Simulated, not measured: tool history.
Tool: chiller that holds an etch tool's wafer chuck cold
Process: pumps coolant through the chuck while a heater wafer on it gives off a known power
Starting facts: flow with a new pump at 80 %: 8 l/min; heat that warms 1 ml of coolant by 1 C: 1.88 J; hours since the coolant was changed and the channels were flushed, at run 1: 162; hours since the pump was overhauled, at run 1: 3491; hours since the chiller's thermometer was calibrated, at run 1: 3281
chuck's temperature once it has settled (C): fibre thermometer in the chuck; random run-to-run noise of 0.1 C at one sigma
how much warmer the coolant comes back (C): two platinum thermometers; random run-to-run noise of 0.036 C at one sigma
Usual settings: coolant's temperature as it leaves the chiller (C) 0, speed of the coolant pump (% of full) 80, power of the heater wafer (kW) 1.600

run     day  coolant's temperature as it leaves the chiller (C)  speed of the coolant pump (% of full)  power of the heater wafer (kW)  hours since the coolant was changed and the channels were flushed  hours since the pump was overhauled  hours since the chiller's thermometer was calibrated  chuck's temperature once it has settled (C)  how much warmer the coolant comes back (C)
  1   0.000                                                   0                                     80                           1.600                                                                162                                 3491                                                  3281                                         11.2                                        6.57
  2   2.604                                                   0                                     80                           1.600                                                                225                                 3553                                                  3344                                         11.2                                        6.60
  3   5.358                                                   0                                     80                           2.001                                                                291                                 3619                                                  3410                                         14.0                                        8.28
  4   8.904                                                   0                                     80                           2.001                                                                376                                 3705                                                  3495                                         14.0                                        8.24
  5  12.954                                                   0                                     80                           0.888                                                                473                                 3802                                                  3592                                          6.1                                        3.66
  6  16.017                                                   0                                     80                           1.952                                                                547                                 3875                                                  3666                                         13.8                                        8.09
  7  19.742                                                   0                                     80                           1.952                                                                636                                 3965                                                  3755                                         13.7                                        8.08
  8  22.888                                                   0                                     80                           1.952                                                                712                                 4040                                                  3831                                         13.8                                        8.11
  9  24.771                                                   0                                     80                           1.409                                                                757                                 4085                                                  3876                                          9.8                                        5.82
 10  28.650                                                   0                                     80                           1.409                                                                850                                 4178                                                  3969                                          9.9                                        5.88
 11  32.079                                                   0                                     80                           1.600                                                                932                                 4261                                                  4051                                         11.2                                        6.66
 12  36.404                                                   0                                     80                           1.600                                                               1036                                 4365                                                  4155                                         11.2                                        6.65
 13  38.479                                                   0                                     80                           1.600                                                               1086                                 4414                                                  4205                                         11.4                                        6.73
 14  41.267                                                   0                                     80                           1.600                                                               1153                                 4481                                                  4272                                         11.3                                        6.66
 15  43.254                                                   0                                     80                           1.600                                                               1200                                 4529                                                  4320                                         11.3                                        6.68
 16  45.658                                                   0                                     80                           0.857                                                               1258                                 4587                                                  4377                                          5.8                                        3.60
 17  47.767                                                   0                                     61                           0.987                                                               1309                                 4637                                                  4428                                          8.8                                        5.54
 18  51.221                                                   4                                     91                           1.155                                                               1392                                 4720                                                  4511                                         11.0                                        4.17
 19  53.162                                                   8                                     80                           2.345                                                               1438                                 4767                                                  4557                                         25.0                                        9.80
 20  55.875                                                   0                                     80                           1.450                                                               1503                                 4832                                                  4622                                         10.2                                        6.07
 21  59.208                                                   9                                     80                           1.846                                                               1583                                 4912                                                  4702                                         22.3                                        7.71
 22  62.142                                                   9                                     80                           1.846                                                               1654                                 4982                                                  4773                                         22.3                                        7.65
 23  66.046                                                   4                                     80                           1.627                                                               1747                                 5076                                                  4867                                         15.6                                        6.77
 24  68.012                                                  -8                                     71                           2.019                                                               1795                                 5123                                                  4914                                          8.2                                        9.64
 25  72.346                                                   6                                     63                           1.600                                                               1899                                 5227                                                  5018                                         20.1                                        8.71
 26  74.525                                                   0                                     93                           1.970                                                               1951                                 5279                                                  5070                                         12.6                                        6.94
 27  76.729                                                  -2                                     65                           1.073                                                               2004                                 5332                                                  5123                                          7.2                                        5.64
 28  80.312                                                   8                                     90                           2.259                                                               2090                                 5418                                                  5209                                         22.8                                        8.33
 29  83.146                                                   8                                     90                           2.259                                                               2158                                 5486                                                  5277                                         22.8                                        8.33
 30  87.508                                                   8                                     90                           2.259                                                               2263                                 5591                                                  5382                                         22.8                                        8.23
 31  89.754                                                   8                                     90                           2.259                                                               2316                                 5645                                                  5436                                         22.6                                        8.30

Table of differences, measured result less the result of that run with no hidden state. Run-to-run variation is the same in both. Gauge scatter possibly is not:
What the log doesn't record here: heat passed by the chuck's channels, % of clean ones'; flow at a given pump speed, % of a new pump's; coolant's true temperature over the reading, C; drift of the gauge itself on chuck_c, C; drift of the gauge itself on warmer_back_c, C.
run  chuck's temperature once it has settled (C)  how much warmer the coolant comes back (C)
  1                                         +0.0                                       +0.20
  2                                         +0.1                                       +0.21
  3                                         +0.1                                       +0.27
  4                                         +0.2                                       +0.26
  5                                         -0.1                                       +0.12
  6                                         +0.2                                       +0.27
  7                                         +0.2                                       +0.28
  8                                         +0.3                                       +0.29
  9                                         +0.1                                       +0.21
 10                                         +0.1                                       +0.21
 11                                         +0.2                                       +0.25
 12                                         +0.2                                       +0.25
 13                                         +0.2                                       +0.25
 14                                         +0.2                                       +0.26
 15                                         +0.2                                       +0.27
 16                                         -0.1                                       +0.14
 17                                         +0.1                                       +0.22
 18                                         +0.0                                       +0.17
 19                                         +0.6                                       +0.40
 20                                         +0.2                                       +0.25
 21                                         +0.4                                       +0.32
 22                                         +0.4                                       +0.33
 23                                         +0.4                                       +0.30
 24                                         +0.6                                       +0.42
 25                                         +0.5                                       +0.39
 26                                         +0.5                                       +0.31
 27                                         +0.3                                       +0.26
 28                                         +0.7                                       +0.39
 29                                         +0.7                                       +0.40
 30                                         +0.7                                       +0.40
 31                                         +0.7                                       +0.40
